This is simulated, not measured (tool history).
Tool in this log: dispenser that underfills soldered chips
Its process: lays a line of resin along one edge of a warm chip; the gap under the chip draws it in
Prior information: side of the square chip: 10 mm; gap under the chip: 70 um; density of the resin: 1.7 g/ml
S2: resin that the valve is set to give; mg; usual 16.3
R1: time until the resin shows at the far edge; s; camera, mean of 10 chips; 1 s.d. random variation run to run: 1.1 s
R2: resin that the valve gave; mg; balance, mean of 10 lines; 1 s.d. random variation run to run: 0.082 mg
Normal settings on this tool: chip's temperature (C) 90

{"run": 1, "hour": 0.0, "chip's temperature (C)": 90, "S2": 16.3, "R1": 168.0, "R2": 15.93}
{"hour": 5.2, "done": "new syringe of resin"}
{"run": 2, "hour": 9.6, "chip's temperature (C)": 90, "S2": 16.3, "R1": 140.3, "R2": 15.87}
{"run": 3, "hour": 16.1, "chip's temperature (C)": 90, "S2": 16.3, "R1": 210.4, "R2": 15.98}
{"hour": 17.9, "done": "new syringe of resin"}
{"run": 4, "hour": 23.2, "chip's temperature (C)": 90, "S2": 16.3, "R1": 145.5, "R2": 15.9}
{"run": 5, "hour": 29.5, "chip's temperature (C)": 90, "S2": 16.3, "R1": 215.5, "R2": 15.75}
{"hour": 30.7, "done": "new syringe of resin"}
{"run": 6, "hour": 40.0, "chip's temperature (C)": 90, "S2": 16.3, "R1": 188.6, "R2": 15.62}
{"hour": 43.4, "done": "new syringe of resin"}
{"run": 7, "hour": 48.5, "chip's temperature (C)": 90, "S2": 16.3, "R1": 145.4, "R2": 15.6}
{"hour": 52.8, "done": "dispensing valve cleaned and set on the balance"}
{"hour": 56.4, "done": "new syringe of resin"}
{"run": 8, "hour": 59.6, "chip's temperature (C)": 90, "S2": 16.3, "R1": 132.2, "R2": 16.34}
{"run": 9, "hour": 65.5, "chip's temperature (C)": 90, "S2": 16.3, "R1": 184.0, "R2": 16.35}
{"hour": 68.7, "done": "new syringe of resin"}
{"run": 10, "hour": 70.7, "chip's temperature (C)": 90, "S2": 14.1, "R1": 128.8, "R2": 14.12}
{"run": 11, "hour": 80.1, "chip's temperature (C)": 90, "S2": 14.1, "R1": 224.2, "R2": 14.02}
{"hour": 80.9, "done": "new syringe of resin"}
{"run": 12, "hour": 88.5, "chip's temperature (C)": 90, "S2": 16.3, "R1": 171.3, "R2": 16.03}
{"hour": 93.5, "done": "new syringe of resin"}
{"run": 13, "hour": 94.7, "chip's temperature (C)": 83, "S2": 15.6, "R1": 148.7, "R2": 15.38}
{"run": 14, "hour": 99.3, "chip's temperature (C)": 76, "S2": 16.7, "R1": 237.4, "R2": 16.44}
{"hour": 105.8, "done": "new syringe of resin"}
{"run": 15, "hour": 107.3, "chip's temperature (C)": 76, "S2": 16.7, "R1": 180.8, "R2": 16.48}
{"run": 16, "hour": 116.2, "chip's temperature (C)": 97, "S2": 14.6, "R1": 171.4, "R2": 14.27}
{"hour": 117.9, "done": "new syringe of resin"}
{"run": 17, "hour": 126.8, "chip's temperature (C)": 81, "S2": 17.4, "R1": 240.9, "R2": 16.84}
{"hour": 130.0, "done": "new syringe of resin"}
{"run": 18, "hour": 135.0, "chip's temperature (C)": 97, "S2": 19.0, "R1": 120.0, "R2": 18.41}
{"hour": 142.6, "done": "new syringe of resin"}
{"run": 19, "hour": 143.2, "chip's temperature (C)": 97, "S2": 19.0, "R1": 89.4, "R2": 18.39}
{"run": 20, "hour": 150.6, "chip's temperature (C)": 97, "S2": 19.0, "R1": 139.2, "R2": 18.24}
{"hour": 155.3, "done": "new syringe of resin"}
{"run": 21, "hour": 155.4, "chip's temperature (C)": 87, "S2": 17.7, "R1": 114.5, "R2": 17.06}
{"run": 22, "hour": 164.2, "chip's temperature (C)": 89, "S2": 20.2, "R1": 185.9, "R2": 19.42}
{"hour": 167.4, "done": "new syringe of resin"}
{"hour": 169.7, "done": "dispensing valve cleaned and set on the balance"}
{"run": 23, "hour": 172.1, "chip's temperature (C)": 89, "S2": 20.2, "R1": 139.9, "R2": 19.95}
{"run": 24, "hour": 179.4, "chip's temperature (C)": 89, "S2": 20.1, "R1": 211.4, "R2": 19.95}

Predict each of these 4 candidate next runs independently; none follows another, all start after run 24:
{"hour": 180.6, "done": "new syringe of resin"}
{"run": "A", "hour": 189.3, "chip's temperature (C)": 79, "S2": 19.4, "R1": "?", "R2": "?"}
{"hour": 180.6, "done": "new syringe of resin"}
{"run": "B", "hour": 189.3, "chip's temperature (C)": 86, "S2": 15.1, "R1": "?", "R2": "?"}
{"hour": 180.6, "done": "new syringe of resin"}
{"run": "C", "hour": 189.3, "chip's temperature (C)": 82, "S2": 20.7, "R1": "?", "R2": "?"}
{"hour": 180.6, "done": "new syringe of resin"}
{"run": "D", "hour": 189.3, "chip's temperature (C)": 90, "S2": 16.4, "R1": "?", "R2": "?"}

run=A R1=251.7 R2=19.10
run=B R1=214.9 R2=14.91
run=C R1=224.4 R2=20.33
run=D R1=186.0 R2=16.16
With the hidden condition removed and each run's random variation left untouched, the same runs would have given:
run=A R1=141.6 R2=19.34
run=B R1=120.9 R2=15.10
run=C R1=126.5 R2=20.58
run=D R1=104.7 R2=16.36
